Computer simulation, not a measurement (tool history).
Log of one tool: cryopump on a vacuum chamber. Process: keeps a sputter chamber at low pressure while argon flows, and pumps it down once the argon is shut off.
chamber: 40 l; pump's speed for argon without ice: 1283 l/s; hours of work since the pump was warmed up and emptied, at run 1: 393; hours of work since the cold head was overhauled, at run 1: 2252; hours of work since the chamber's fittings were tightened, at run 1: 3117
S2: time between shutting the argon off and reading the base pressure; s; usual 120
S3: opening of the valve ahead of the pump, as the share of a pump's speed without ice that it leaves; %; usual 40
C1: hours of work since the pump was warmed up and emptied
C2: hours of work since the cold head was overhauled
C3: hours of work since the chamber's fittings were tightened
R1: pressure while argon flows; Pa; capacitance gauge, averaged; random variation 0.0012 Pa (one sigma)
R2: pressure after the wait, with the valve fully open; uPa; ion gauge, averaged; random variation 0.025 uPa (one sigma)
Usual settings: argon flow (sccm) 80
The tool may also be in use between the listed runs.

{"run": 1, "hour": 0.0, "argon flow (sccm)": 80, "S2": 120, "S3": 40, "C1": 393, "C2": 2252, "C3": 3117, "R1": 0.2805, "R2": 4.0}
{"run": 2, "hour": 80.3, "argon flow (sccm)": 80, "S2": 120, "S3": 40, "C1": 463, "C2": 2322, "C3": 3188, "R1": 0.2827, "R2": 4.13}
{"hour": 122.2, "done": "leaking fittings of the chamber tightened, without venting"}
{"run": 3, "hour": 122.2, "argon flow (sccm)": 80, "S2": 120, "S3": 40, "C1": 497, "C2": 2357, "C3": 0, "R1": 0.2833, "R2": 1.11}
{"run": 4, "hour": 159.1, "argon flow (sccm)": 80, "S2": 39, "S3": 40, "C1": 530, "C2": 2389, "C3": 32, "R1": 0.2841, "R2": 2.74}
{"run": 5, "hour": 202.9, "argon flow (sccm)": 80, "S2": 39, "S3": 40, "C1": 568, "C2": 2427, "C3": 70, "R1": 0.2877, "R2": 2.85}
{"run": 6, "hour": 261.4, "argon flow (sccm)": 80, "S2": 39, "S3": 40, "C1": 619, "C2": 2478, "C3": 121, "R1": 0.2888, "R2": 2.91}
{"run": 7, "hour": 298.4, "argon flow (sccm)": 80, "S2": 39, "S3": 40, "C1": 651, "C2": 2511, "C3": 154, "R1": 0.289, "R2": 2.9}
{"run": 8, "hour": 357.4, "argon flow (sccm)": 63, "S2": 41, "S3": 53, "C1": 703, "C2": 2562, "C3": 205, "R1": 0.1799, "R2": 2.83}
{"run": 9, "hour": 434.4, "argon flow (sccm)": 63, "S2": 41, "S3": 53, "C1": 770, "C2": 2629, "C3": 272, "R1": 0.1808, "R2": 2.9}
{"run": 10, "hour": 509.4, "argon flow (sccm)": 80, "S2": 286, "S3": 35, "C1": 835, "C2": 2695, "C3": 338, "R1": 0.3371, "R2": 1.05}
{"run": 11, "hour": 546.3, "argon flow (sccm)": 126, "S2": 92, "S3": 19, "C1": 867, "C2": 2727, "C3": 370, "R1": 0.9272, "R2": 1.77}
{"hour": 556.4, "done": "pump warmed up, emptied and cooled again"}
{"run": 12, "hour": 611.4, "argon flow (sccm)": 79, "S2": 47, "S3": 57, "C1": 48, "C2": 2779, "C3": 422, "R1": 0.1862, "R2": 2.54}

The same runs without the tool's hidden state, with the same run-to-run variation:
The hidden state here: pump's speed, % of a pump's without ice; cold plate's temperature, K; leak into the chamber, uPa l/s; drift of the gauge itself on working_pa, %; drift of the gauge itself on base_upa, %.
run=1 R1=0.2647 R2=1.00
run=2 R1=0.2641 R2=1.03
run=3 R1=0.2634 R2=1.02
run=4 R1=0.2628 R2=2.62
run=5 R1=0.2646 R2=2.69
run=6 R1=0.2635 R2=2.69
run=7 R1=0.2626 R2=2.65
run=8 R1=0.1572 R2=2.52
run=9 R1=0.1556 R2=2.51
run=10 R1=0.3018 R2=0.56
run=11 R1=0.8695 R2=1.26
run=12 R1=0.1817 R2=2.15
